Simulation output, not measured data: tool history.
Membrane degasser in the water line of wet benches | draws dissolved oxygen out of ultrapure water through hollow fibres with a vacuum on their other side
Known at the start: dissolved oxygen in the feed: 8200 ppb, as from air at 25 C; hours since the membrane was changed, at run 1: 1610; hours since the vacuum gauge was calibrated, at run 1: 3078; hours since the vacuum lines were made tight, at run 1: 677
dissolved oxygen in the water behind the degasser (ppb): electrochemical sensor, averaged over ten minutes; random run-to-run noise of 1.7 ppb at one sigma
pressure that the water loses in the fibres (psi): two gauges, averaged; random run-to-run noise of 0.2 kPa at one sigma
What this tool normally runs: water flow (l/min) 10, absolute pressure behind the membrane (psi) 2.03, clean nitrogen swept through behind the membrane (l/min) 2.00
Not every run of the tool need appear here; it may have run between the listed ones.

run	hour	water flow (l/min)	absolute pressure behind the membrane (psi)	clean nitrogen swept through behind the membrane (l/min)	hours since the membrane was changed	hours since the vacuum gauge was calibrated	hours since the vacuum lines were made tight	dissolved oxygen in the water behind the degasser (ppb)	pressure that the water loses in the fibres (psi)
1	0.0	10	2.03	2.00	1610	3078	677	174.0	6.390
2	52.2	10	2.03	2.00	1662	3130	729	174.1	6.418
3	90.6	10	2.03	2.00	1700	3169	768	177.2	6.408
4	145.9	10	2.03	2.00	1756	3224	823	174.8	6.376
5	174.3	10	2.03	2.00	1784	3252	852	177.8	6.383
6	200.9	10	2.03	2.00	1811	3279	878	178.3	6.427
7	237.3	8	2.03	2.00	1847	3315	915	125.5	5.129
8	296.5	13	2.03	2.00	1906	3375	974	286.3	8.376
9	334.8	10	2.31	2.00	1945	3413	1012	202.3	6.387
10	375.7	10	2.31	2.00	1985	3454	1053	200.4	6.474
11	424.2	10	1.52	2.00	2034	3502	1102	134.4	6.416
12	473.4	10	2.03	2.00	2083	3552	1151	176.9	6.457
13	519.2	10	2.03	2.00	2129	3597	1196	176.6	6.467
14	566.5	10	2.03	2.00	2176	3645	1244	180.0	6.506
15	613.5	10	2.03	2.00	2223	3692	1291	179.0	6.461
16	670.5	10	2.03	2.00	2280	3749	1348	182.4	6.464
17	727.6	10	2.03	3.21	2337	3806	1405	126.8	6.495
18	785.9	10	2.03	3.21	2396	3864	1463	131.3	6.424
19	819.6	10	2.03	3.21	2429	3898	1497	131.9	6.448
20	867.3	10	2.03	3.21	2477	3945	1545	132.3	6.527
21	897.5	10	2.03	3.21	2507	3976	1575	130.3	6.456
22	954.7	10	1.41	3.61	2565	4033	1632	94.4	6.472
23	989.1	8	3.61	1.90	2599	4067	1666	243.8	5.163
24	1041.1	8	3.61	1.90	2651	4119	1718	240.0	5.156
25	1065.5	10	1.86	2.00	2675	4144	1743	167.1	6.430
26	1109.0	10	1.86	2.00	2719	4187	1786	166.4	6.488
27	1161.6	10	1.86	2.00	2771	4240	1839	169.1	6.463
28	1207.8	11	2.03	1.69	2818	4286	1885	242.8	7.165
29	1265.9	11	2.03	1.69	2876	4344	1943	240.2	7.111
30	1321.3	7	1.25	4.05	2931	4399	1999	35.1	4.619
31	1354.0	9	3.48	4.43	2964	4432	2031	135.0	5.877
32	1402.0	10	2.03	5.81	3012	4480	2079	96.4	6.508

The same runs without the tool's hidden state, with the same run-to-run variation:
The hidden state here: membrane still open, %; true pressure behind the membrane over the reading, kPa; air that leaks in behind the membrane, l/min; drift of the gauge itself on oxygen_ppb, %; drift of the gauge itself on loss_of_pressure_kpa, %.
run	dissolved oxygen in the water behind the degasser (ppb)	pressure that the water loses in the fibres (psi)
1	165.2	6.251
2	165.0	6.274
3	167.8	6.263
4	165.2	6.226
5	167.9	6.231
6	168.3	6.271
7	119.0	5.001
8	268.4	8.164
9	191.4	6.221
10	189.4	6.303
11	123.6	6.242
12	165.6	6.279
13	165.1	6.286
14	168.0	6.319
15	166.8	6.270
16	169.6	6.269
17	116.3	6.293
18	120.3	6.218
19	120.6	6.241
20	120.9	6.313
21	118.8	6.241
22	83.2	6.251
23	232.9	4.985
24	229.0	4.973
25	152.5	6.200
26	151.7	6.254
27	154.0	6.226
28	222.6	6.899
29	219.8	6.840
30	30.3	4.443
31	124.8	5.648
32	84.4	6.251

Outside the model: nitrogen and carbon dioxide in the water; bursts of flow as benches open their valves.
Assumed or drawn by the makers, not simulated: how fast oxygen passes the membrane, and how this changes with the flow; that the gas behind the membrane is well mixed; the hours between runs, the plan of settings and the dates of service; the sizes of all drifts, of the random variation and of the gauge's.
